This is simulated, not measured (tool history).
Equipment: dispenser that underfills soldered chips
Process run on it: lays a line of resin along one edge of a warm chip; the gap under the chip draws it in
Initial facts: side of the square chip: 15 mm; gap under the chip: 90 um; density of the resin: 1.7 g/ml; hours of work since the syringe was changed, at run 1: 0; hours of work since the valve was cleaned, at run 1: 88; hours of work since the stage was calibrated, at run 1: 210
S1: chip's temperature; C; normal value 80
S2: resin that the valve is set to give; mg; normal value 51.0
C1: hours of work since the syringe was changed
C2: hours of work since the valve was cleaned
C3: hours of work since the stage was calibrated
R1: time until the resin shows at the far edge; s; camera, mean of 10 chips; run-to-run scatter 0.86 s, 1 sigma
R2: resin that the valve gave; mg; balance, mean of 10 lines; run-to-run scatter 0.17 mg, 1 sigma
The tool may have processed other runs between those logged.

run   hour  S1    S2  C1   C2   C3     R1     R2
  1    0.0  80  51.0   0   88  210   78.2  47.73
       7.7  -- new syringe of resin
  2    8.5  80  51.0   1   94  217   82.2  47.28
      15.7  -- new syringe of resin
  3   16.5  80  51.0   1  100  223   79.7  47.31
      23.6  -- new syringe of resin
  4   25.0  80  43.6   1  107  229   87.1  39.92
  5   29.9  89  43.6   5  111  233   67.2  39.99
      31.4  -- new syringe of resin
      34.1  -- dispensing valve cleaned and set on the balance
  6   34.8  80  53.1   2    1  236   82.5  52.95
      40.3  -- new syringe of resin
  7   41.9  80  51.0   1    6  241   78.7  50.73
  8   45.7  80  44.9   4    9  244   91.4  44.77
      48.0  -- new syringe of resin
  9   51.7  80  53.7   3   13  249   85.1  53.32
      56.0  -- new syringe of resin
 10   56.0  80  53.7   0   16  252   74.3  53.09
 11   60.5  80  53.7   3   20  255   84.9  52.33
      63.8  -- new syringe of resin
 12   67.3  80  51.0   3   25  260   85.1  49.90
      71.6  -- new syringe of resin
 13   72.2  95  61.7   0   29  264   41.0  60.18
 14   77.7  70  43.8   5   33  268  144.7  42.43
      79.5  -- new syringe of resin
 15   84.6  70  66.0   4   38  273  132.8  64.28
      87.3  -- new syringe of resin
 16   93.4  66  65.0   5   44  280  162.1  62.78
      95.4  -- new syringe of resin
 17  100.8  92  45.2   4   50  285   57.0  43.40
     103.5  -- new syringe of resin
 18  108.9  70  46.9   4   56  291  139.2  45.06
     111.6  -- new syringe of resin
 19  115.6  70  46.9   3   61  296  134.6  44.66
     119.4  -- new syringe of resin
 20  122.0  70  52.9   2   66  301  126.1  50.04
 21  126.2  85  46.7   5   69  304   76.4  44.27
     127.5  -- new syringe of resin
 22  132.1  87  46.7   4   73  309   67.3  44.11
     135.5  -- new syringe of resin
 23  136.6  67  61.3   1   77  312  136.9  57.86

5 options for the next run, each taken on its own from the tool as it stands now. Forecast them:
     143.3  -- new syringe of resin
  A  144.7  69  59.5   1  83  318   ?   ?
     143.3  -- new syringe of resin
  B  144.7  80  61.7   1  83  318   ?   ?
     143.3  -- new syringe of resin
  C  144.7  90  62.3   1  83  318   ?   ?
     143.3  -- new syringe of resin
  D  144.7  72  59.5   1  83  318   ?   ?
     143.3  -- new syringe of resin
  E  144.7  81  51.0   1  83  318   ?   ?

run     R1     R2
  A  129.9  56.04
  B   78.4  58.27
  C   51.2  58.55
  D  110.4  56.14
  E   75.8  47.84
What these runs would have given with no unlogged condition in the tool:
run     R1     R2
  A  131.2  59.70
  B   78.9  62.08
  C   51.3  62.37
  D  111.4  59.80
  E   75.6  50.97
